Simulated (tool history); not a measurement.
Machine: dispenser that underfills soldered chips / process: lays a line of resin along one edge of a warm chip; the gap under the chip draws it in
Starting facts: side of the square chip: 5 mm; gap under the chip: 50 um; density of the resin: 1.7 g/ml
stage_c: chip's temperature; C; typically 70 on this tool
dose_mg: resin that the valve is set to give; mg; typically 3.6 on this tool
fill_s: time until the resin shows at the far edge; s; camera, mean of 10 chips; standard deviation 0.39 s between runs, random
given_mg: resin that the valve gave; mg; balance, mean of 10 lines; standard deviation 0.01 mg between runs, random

run 1 hour=0 | stage_c=70 dose_mg=3.6 | fill_s=29.3 given_mg=3.53
run 2 hour=5.7 | stage_c=70 dose_mg=3.6 | fill_s=38 given_mg=3.54
run 3 hour=11.2 | stage_c=70 dose_mg=3.6 | fill_s=51.7 given_mg=3.52
run 4 hour=15.7 | stage_c=70 dose_mg=3.6 | fill_s=25.6 given_mg=3.52
run 5 hour=20.4 | stage_c=70 dose_mg=3.11 | fill_s=33.6 given_mg=3.05
run 6 hour=23.9 | stage_c=70 dose_mg=3.11 | fill_s=39.7 given_mg=3.03
run 7 hour=28.8 | stage_c=70 dose_mg=3.11 | fill_s=51.3 given_mg=3.03
run 8 hour=33.6 | stage_c=70 dose_mg=3.11 | fill_s=26.8 given_mg=3.01
run 9 hour=40.1 | stage_c=70 dose_mg=3.6 | fill_s=36.2 given_mg=3.47
run 10 hour=45.5 | stage_c=70 dose_mg=3.6 | fill_s=46.9 given_mg=3.49
run 11 hour=49.2 | stage_c=70 dose_mg=3.6 | fill_s=57.8 given_mg=3.47
run 12 hour=52.9 | stage_c=57 dose_mg=3.8 | fill_s=51.6 given_mg=3.64
run 13 hour=57.9 | stage_c=74 dose_mg=3.85 | fill_s=28.4 given_mg=3.7
run 14 hour=60.6 | stage_c=59 dose_mg=3.27 | fill_s=70.1 given_mg=3.12
run 15 hour=65.1 | stage_c=70 dose_mg=4.63 | fill_s=49.4 given_mg=4.4
run 16 hour=69.7 | stage_c=83 dose_mg=3.43 | fill_s=13.5 given_mg=3.27
run 17 hour=74.9 | stage_c=83 dose_mg=3.43 | fill_s=16.9 given_mg=3.26
run 18 hour=80.6 | stage_c=67 dose_mg=4.66 | fill_s=48.6 given_mg=4.42
run 19 hour=84.7 | stage_c=75 dose_mg=3.58 | fill_s=42.3 given_mg=3.38
run 20 hour=91.5 | stage_c=75 dose_mg=3.58 | fill_s=23.3 given_mg=3.37
run 21 hour=97.5 | stage_c=74 dose_mg=4.52 | fill_s=32.7 given_mg=4.26
run 22 hour=104.3 | stage_c=62 dose_mg=3.81 | fill_s=81.5 given_mg=3.82

Removed from this log: 6 entries logged between the listed runs. Between which two listed runs does each belong, and how does the tool's hidden state at the listed run before it compare with that at the listed run after it?
Logged between run 3 and run 4: new syringe of resin (hour 14.6)
  resin's viscosity, % of fresh resin's: 210.3 -> 104.4; dose that the valve gives, % of what is set: 97.94 -> 97.76; true chip temperature over the reading, C: -0.09 -> -0.11
  measured minus no-state result, fill_s: +27.2 -> +1.3 s; given_mg: -0.08 -> -0.08 mg
Logged between run 7 and run 8: new syringe of resin (hour 32.9)
  resin's viscosity, % of fresh resin's: 204.4 -> 105.7; dose that the valve gives, % of what is set: 97.17 -> 96.97; true chip temperature over the reading, C: -0.15 -> -0.16
  measured minus no-state result, fill_s: +26.5 -> +1.8 s; given_mg: -0.09 -> -0.09 mg
Logged between run 11 and run 12: new syringe of resin (hour 51.4)
  resin's viscosity, % of fresh resin's: 233.7 -> 109.7; dose that the valve gives, % of what is set: 96.29 -> 96.12; true chip temperature over the reading, C: -0.21 -> -0.22
  measured minus no-state result, fill_s: +33.5 -> +5.2 s; given_mg: -0.13 -> -0.15 mg
Logged between run 15 and run 16: new syringe of resin (hour 69.7)
  resin's viscosity, % of fresh resin's: 204.2 -> 99.3; dose that the valve gives, % of what is set: 95.57 -> 95.37; true chip temperature over the reading, C: -0.25 -> -0.26
  measured minus no-state result, fill_s: +25.9 -> +0.1 s; given_mg: -0.21 -> -0.16 mg
Logged between run 19 and run 20: new syringe of resin (hour 87.8)
  resin's viscosity, % of fresh resin's: 214.1 -> 119.9; dose that the valve gives, % of what is set: 94.68 -> 94.39; true chip temperature over the reading, C: -0.31 -> -0.32
  measured minus no-state result, fill_s: +22.7 -> +4.3 s; given_mg: -0.19 -> -0.2 mg
Logged between run 21 and run 22: dispensing valve cleaned and set on the balance (hour 103.4)
  resin's viscosity, % of fresh resin's: 162.9 -> 219.5; dose that the valve gives, % of what is set: 94.13 -> 100.11; true chip temperature over the reading, C: -0.34 -> -0.36
  measured minus no-state result, fill_s: +13 -> +45 s; given_mg: -0.27 -> +0 mg
